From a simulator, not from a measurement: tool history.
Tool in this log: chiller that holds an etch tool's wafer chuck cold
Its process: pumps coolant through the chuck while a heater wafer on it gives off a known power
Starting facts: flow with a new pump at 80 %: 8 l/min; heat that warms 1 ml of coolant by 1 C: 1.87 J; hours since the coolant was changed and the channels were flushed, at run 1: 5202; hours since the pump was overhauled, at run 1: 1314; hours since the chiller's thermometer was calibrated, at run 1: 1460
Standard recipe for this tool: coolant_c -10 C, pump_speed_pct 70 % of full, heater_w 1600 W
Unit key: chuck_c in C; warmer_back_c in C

run    hour  coolant_c  pump_speed_pct  heater_w  hours since the coolant was changed and the channels were flushed  hours since the pump was overhauled  hours since the chiller's thermometer was calibrated  chuck_c  warmer_back_c
  1     0.0        -10              70      1600                                                               5202                                 1314                                                  1460     11.8           7.38
  2    44.9        -10              70      1600                                                               5247                                 1359                                                  1505     11.6           7.40
  3    78.9        -10              70      1600                                                               5281                                 1393                                                  1539     11.6           7.47
  4   104.4        -10              63      1600                                                               5307                                 1418                                                  1564     13.5           8.28
  5   147.0        -10              63      1600                                                               5349                                 1461                                                  1607     13.6           8.28
  6   168.9        -10              63      1107                                                               5371                                 1483                                                  1629      6.1           5.74
  7   194.9        -10              63      1441                                                               5397                                 1509                                                  1655     11.1           7.40
  8   224.7        -10              63      1441                                                               5427                                 1538                                                  1685     11.3           7.42
  9   262.4        -10              70      1838                                                               5465                                 1576                                                  1722     14.9           8.47
 10   307.6        -10              70      1838                                                               5510                                 1621                                                  1768     15.0           8.53
 11   357.0        -10              70      1600                                                               5559                                 1671                                                  1817     11.7           7.42
 12   395.5        -10              70      1600                                                               5598                                 1709                                                  1855     12.0           7.43
 13   423.4        -10              70      1600                                                               5626                                 1737                                                  1883     11.8           7.46
 14   460.1        -10              82      1600                                                               5662                                 1774                                                  1920      9.1           6.32
 15   483.5        -10              82      1600                                                               5686                                 1797                                                  1943      9.4           6.37
 16   513.0         -1              85      1600                                                               5715                                 1827                                                  1973     17.7           6.07
 17   536.1         -1              85      1600                                                               5738                                 1850                                                  1996     17.7           6.12
 18   586.0        -10              70      1769                                                               5788                                 1900                                                  2046     14.0           8.23
 19   624.3         -6              74      1923                                                               5826                                 1938                                                  2084     19.2           8.47
 20   667.0         -6              74      1923                                                               5869                                 1981                                                  2127     19.2           8.49
 21   691.7         -6              74      1923                                                               5894                                 2005                                                  2152     19.2           8.39
 22   725.1        -10              70       910                                                               5927                                 2039                                                  2185      2.4           4.26
 23   771.1        -17              96      1052                                                               5973                                 2085                                                  2231     -5.7           3.54
 24   815.5         -1              73      1475                                                               6018                                 2129                                                  2275     18.5           6.58
 25   846.4        -10              70      1593                                                               6049                                 2160                                                  2306     11.8           7.43
 26   889.7        -11             100      1808                                                               6092                                 2204                                                  2350      8.0           5.90
 27   928.8        -11             100      1808                                                               6131                                 2243                                                  2389      7.9           5.94
 28   975.9        -11             100      1808                                                               6178                                 2290                                                  2436      7.8           5.89
 29  1023.4        -13              83      1960                                                               6226                                 2337                                                  2483     10.7           7.73

Consider 5 possible next runs. They are alternatives, not a sequence: every one starts from the tool as it was left by run 29. What does each give?
  A  1070.1        -10              70      1396                                                               6272                                 2384                                                  2530        ?              ?
  B  1070.1        -18              94      1098                                                               6272                                 2384                                                  2530        ?              ?
  C  1070.1         -9              71      1600                                                               6272                                 2384                                                  2530        ?              ?
  D  1070.1        -13              94      1894                                                               6272                                 2384                                                  2530        ?              ?
  E  1070.1         -8              99      1327                                                               6272                                 2384                                                  2530        ?              ?

run  chuck_c  warmer_back_c
  A      9.2           6.51
  B     -6.1           3.79
  C     12.8           7.38
  D      7.7           6.57
  E      6.0           4.39
With the hidden condition removed and each run's random variation left untouched, the same runs would have given:
run  chuck_c  warmer_back_c
  A      7.8           6.37
  B     -6.9           3.71
  C     11.1           7.22
  D      6.1           6.44
  E      5.0           4.29
